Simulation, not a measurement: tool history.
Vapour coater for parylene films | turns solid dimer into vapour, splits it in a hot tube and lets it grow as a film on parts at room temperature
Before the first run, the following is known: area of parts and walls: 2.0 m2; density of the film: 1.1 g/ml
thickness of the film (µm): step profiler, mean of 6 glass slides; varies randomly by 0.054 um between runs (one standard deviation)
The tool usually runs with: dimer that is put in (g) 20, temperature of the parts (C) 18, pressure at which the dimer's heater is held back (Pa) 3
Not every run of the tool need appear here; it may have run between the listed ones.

run	day	dimer that is put in (g)	temperature of the parts (C)	pressure at which the dimer's heater is held back (Pa)	thickness of the film (µm)
1	0	20	18	3	6.19
# day 1.812: trap's valve overhauled
2	1.812	20	18	3	6.15
3	2.983	20	18	3	6.17
4	4.175	13	18	3	4
5	5.371	13	18	3	4.04
6	6.996	35	18	3	10.88
7	8.083	35	18	3	11.07
8	9.325	35	18	3	10.94
9	10.417	35	18	3	10.83
10	11.808	35	18	3	10.78
11	13.279	9	18	9.27	2.44
12	14.471	21	18	7.01	5.91
13	15.308	21	18	7.01	5.89
14	16.104	21	18	7.01	5.88
15	17.429	8	15	3	2.66
16	18.558	8	15	3	2.63
17	19.338	20	19	11.14	5.13
18	21.008	16	17	11.28	4.38

Forecast run 19:
19	22.521	16	12	4.5	?

{"run 19": {"thickness of the film (µm)": 5.5}}
Minus the tool's unlogged condition, the same run would have read thickness of the film (µm) 5.52.
